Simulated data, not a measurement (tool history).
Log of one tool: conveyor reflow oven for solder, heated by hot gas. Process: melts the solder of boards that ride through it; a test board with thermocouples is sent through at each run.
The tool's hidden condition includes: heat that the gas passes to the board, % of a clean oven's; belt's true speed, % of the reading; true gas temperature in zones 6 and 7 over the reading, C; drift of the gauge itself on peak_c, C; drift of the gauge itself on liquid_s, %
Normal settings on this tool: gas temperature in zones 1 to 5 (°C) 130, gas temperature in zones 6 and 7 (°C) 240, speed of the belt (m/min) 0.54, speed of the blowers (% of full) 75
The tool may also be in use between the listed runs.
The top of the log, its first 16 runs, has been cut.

| run | hour | gas temperature in zones 1 to 5 (°C) | gas temperature in zones 6 and 7 (°C) | speed of the belt (m/min) | speed of the blowers (% of full) | hours of work since the flux was cleaned out | hours of work since the belt drive was overhauled | hours of work since the thermocouples were changed | highest temperature of the board (°C) | time above the solder's melting point (s) |
|---|---|---|---|---|---|---|---|---|---|---|
| 17 | 435.1 | 119 | 240 | 0.508 | 75 | 178 | 546 | 638 | 219.6 | 59 |
| 18 | 453.9 | 119 | 249 | 0.508 | 67 | 191 | 558 | 651 | 226.5 | 63.3 |
| 19 | 482.1 | 130 | 248 | 0.51 | 58 | 210 | 577 | 669 | 224.8 | 65.4 |
| 20 | 497.3 | 130 | 240 | 0.54 | 66 | 220 | 588 | 680 | 217 | 55.9 |
| 21 | 527.5 | 130 | 240 | 0.54 | 66 | 240 | 608 | 700 | 217.9 | 55.5 |
| 22 | 544.8 | 123 | 232 | 0.44 | 75 | 252 | 619 | 711 | 217.4 | 67.9 |
| 23 | 579 | 119 | 240 | 0.448 | 83 | 275 | 642 | 734 | 224.5 | 71.3 |
| 24 | 608.3 | 131 | 240 | 0.448 | 89 | 295 | 662 | 754 | 226.4 | 77 |
| 25 | 626.4 | 130 | 249 | 0.5 | 75 | 307 | 674 | 766 | 229.2 | 69.9 |
| 26 | 644.1 | 130 | 249 | 0.5 | 75 | 319 | 686 | 778 | 229.6 | 69.8 |
| 27 | 666.9 | 138 | 249 | 0.5 | 61 | 334 | 701 | 793 | 227.4 | 71 |
| 28 | 687.8 | 138 | 249 | 0.5 | 61 | 348 | 715 | 807 | 229.4 | 71.2 |

For run 29, what comes out?
| 29 | 706 | 138 | 249 | 0.5 | 61 | 360 | 727 | 820 | ? | ? |

{"run 29": {"highest temperature of the board (°C)": 227.7, "time above the solder's melting point (s)": 71.1}}
On a tool with no hidden condition, and with the same random variation, this run would have come out at highest temperature of the board (°C) 230.6, time above the solder's melting point (s) 72.3.

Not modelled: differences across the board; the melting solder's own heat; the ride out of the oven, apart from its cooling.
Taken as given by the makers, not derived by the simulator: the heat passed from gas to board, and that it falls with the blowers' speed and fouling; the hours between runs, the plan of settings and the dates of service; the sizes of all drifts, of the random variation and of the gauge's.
